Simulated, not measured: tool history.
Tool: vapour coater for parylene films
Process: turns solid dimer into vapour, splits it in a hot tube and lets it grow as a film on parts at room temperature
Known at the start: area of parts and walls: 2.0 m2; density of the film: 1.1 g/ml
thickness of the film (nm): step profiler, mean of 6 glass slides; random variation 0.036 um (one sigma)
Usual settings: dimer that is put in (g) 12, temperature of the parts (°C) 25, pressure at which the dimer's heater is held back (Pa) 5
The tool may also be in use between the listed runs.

run   hour  dimer that is put in (g)  temperature of the parts (°C)  pressure at which the dimer's heater is held back (Pa)  thickness of the film (nm)
  1      0                        12                             25                                                       5                        3150
  2   11.1                        12                             25                                                       5                        3160
  3   26.7                        12                             25                                                       5                        3090
  4   43.7                        12                             25                                                       5                        3100
  5     59                        12                             35                                                       5                        2050
        65  -- trap's valve overhauled
  6   86.5                        18                             20                                                       5                        5590
  7  101.6                        13                             25                                                    3.35                        3420
  8  112.2                        13                             25                                                    3.35                        3430
  9  135.4                        13                             25                                                    3.35                        3420
 10  151.8                         7                             22                                                       5                        1970

3 ways to go on from here, each from the tool as it stands after run 10. What would each give?
  A  174.4                         8                             18                                                     3.3                           ?
  B  174.4                         6                             24                                                       5                           ?
  C  174.4                        16                             24                                                    7.67                           ?

run  thickness of the film (nm)
  A                        2730
  B                        1580
  C                        3950
Without the tool's hidden state the same runs would have given:
run  thickness of the film (nm)
  A                        3380
  B                        1950
  C                        4890
